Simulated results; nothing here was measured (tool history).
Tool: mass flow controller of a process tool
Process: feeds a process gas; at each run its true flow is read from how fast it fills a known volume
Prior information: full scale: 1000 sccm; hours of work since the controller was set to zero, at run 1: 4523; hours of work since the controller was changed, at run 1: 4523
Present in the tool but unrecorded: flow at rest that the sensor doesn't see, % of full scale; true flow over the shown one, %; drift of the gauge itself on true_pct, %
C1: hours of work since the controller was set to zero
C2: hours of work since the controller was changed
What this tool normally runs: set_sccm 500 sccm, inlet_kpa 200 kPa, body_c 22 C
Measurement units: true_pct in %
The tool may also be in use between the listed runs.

{"run": 1, "hour": 0.0, "set_sccm": 500, "inlet_kpa": 200, "body_c": 22, "C1": 4523, "C2": 4523, "true_pct": 98.9}
{"run": 2, "hour": 355.0, "set_sccm": 500, "inlet_kpa": 249, "body_c": 22, "C1": 4643, "C2": 4643, "true_pct": 98.53}
{"run": 3, "hour": 665.0, "set_sccm": 500, "inlet_kpa": 249, "body_c": 22, "C1": 4747, "C2": 4747, "true_pct": 98.28}
{"run": 4, "hour": 849.8, "set_sccm": 500, "inlet_kpa": 249, "body_c": 22, "C1": 4809, "C2": 4809, "true_pct": 98.12}
{"run": 5, "hour": 1104.7, "set_sccm": 500, "inlet_kpa": 249, "body_c": 22, "C1": 4895, "C2": 4895, "true_pct": 98.21}
{"run": 6, "hour": 1366.8, "set_sccm": 500, "inlet_kpa": 249, "body_c": 22, "C1": 4983, "C2": 4983, "true_pct": 97.83}
{"run": 7, "hour": 1725.6, "set_sccm": 500, "inlet_kpa": 200, "body_c": 27, "C1": 5104, "C2": 5104, "true_pct": 97.46}
{"run": 8, "hour": 2149.3, "set_sccm": 500, "inlet_kpa": 200, "body_c": 27, "C1": 5246, "C2": 5246, "true_pct": 97.21}
{"hour": 2178.6, "done": "controller exchanged for a calibrated one"}
{"run": 9, "hour": 2393.9, "set_sccm": 500, "inlet_kpa": 200, "body_c": 20, "C1": 72, "C2": 72, "true_pct": 97.45}
{"run": 10, "hour": 2732.6, "set_sccm": 500, "inlet_kpa": 200, "body_c": 20, "C1": 186, "C2": 186, "true_pct": 97.53}
{"run": 11, "hour": 3031.0, "set_sccm": 299, "inlet_kpa": 200, "body_c": 22, "C1": 287, "C2": 287, "true_pct": 96.6}
{"run": 12, "hour": 3245.7, "set_sccm": 299, "inlet_kpa": 200, "body_c": 22, "C1": 359, "C2": 359, "true_pct": 96.53}
{"run": 13, "hour": 3608.7, "set_sccm": 299, "inlet_kpa": 200, "body_c": 22, "C1": 481, "C2": 481, "true_pct": 96.36}
{"run": 14, "hour": 3901.1, "set_sccm": 500, "inlet_kpa": 223, "body_c": 22, "C1": 579, "C2": 579, "true_pct": 96.57}
{"run": 15, "hour": 4249.3, "set_sccm": 111, "inlet_kpa": 223, "body_c": 37, "C1": 696, "C2": 696, "true_pct": 94.31}
{"run": 16, "hour": 4551.5, "set_sccm": 111, "inlet_kpa": 155, "body_c": 28, "C1": 798, "C2": 798, "true_pct": 94.92}
{"run": 17, "hour": 4820.8, "set_sccm": 112, "inlet_kpa": 202, "body_c": 34, "C1": 888, "C2": 888, "true_pct": 94.21}
{"hour": 4867.2, "done": "gauge calibrated"}
{"run": 18, "hour": 5133.7, "set_sccm": 112, "inlet_kpa": 202, "body_c": 34, "C1": 994, "C2": 994, "true_pct": 96.87}
{"run": 19, "hour": 5418.3, "set_sccm": 733, "inlet_kpa": 199, "body_c": 31, "C1": 1089, "C2": 1089, "true_pct": 98.69}
{"run": 20, "hour": 5594.7, "set_sccm": 733, "inlet_kpa": 182, "body_c": 38, "C1": 1149, "C2": 1149, "true_pct": 97.99}
{"run": 21, "hour": 5865.1, "set_sccm": 733, "inlet_kpa": 182, "body_c": 38, "C1": 1240, "C2": 1240, "true_pct": 97.79}
{"run": 22, "hour": 6173.1, "set_sccm": 733, "inlet_kpa": 182, "body_c": 38, "C1": 1343, "C2": 1343, "true_pct": 97.71}
{"run": 23, "hour": 6409.4, "set_sccm": 733, "inlet_kpa": 182, "body_c": 38, "C1": 1423, "C2": 1423, "true_pct": 97.48}
{"run": 24, "hour": 6784.4, "set_sccm": 814, "inlet_kpa": 264, "body_c": 27, "C1": 1549, "C2": 1549, "true_pct": 98.14}
{"run": 25, "hour": 7180.3, "set_sccm": 500, "inlet_kpa": 159, "body_c": 28, "C1": 1682, "C2": 1682, "true_pct": 97.14}
{"run": 26, "hour": 7567.1, "set_sccm": 500, "inlet_kpa": 159, "body_c": 28, "C1": 1812, "C2": 1812, "true_pct": 97.07}
{"run": 27, "hour": 7878.0, "set_sccm": 500, "inlet_kpa": 159, "body_c": 28, "C1": 1917, "C2": 1917, "true_pct": 96.96}

Describe how what the log doesn't record of the tool's condition differs between the last listed run preceding each entry between runs and the first listed run following it.
Logged between run 8 and run 9: controller exchanged for a calibrated one (hour 2178.6)
  flow at rest that the sensor doesn't see, % of full scale: -0.002 -> 0; true flow over the shown one, %: -0.01 -> 0; drift of the gauge itself on true_pct, %: -1.24 -> -1.38
  difference, measured minus the result without the unlogged condition, true_pct: -1.23 -> -1.36 %
Logged between run 17 and run 18: gauge calibrated (hour 4867.2)
  drift of the gauge itself on true_pct, %: -2.77 -> -0.15
  difference, measured minus the result without the unlogged condition, true_pct: -2.70 -> -0.16 %
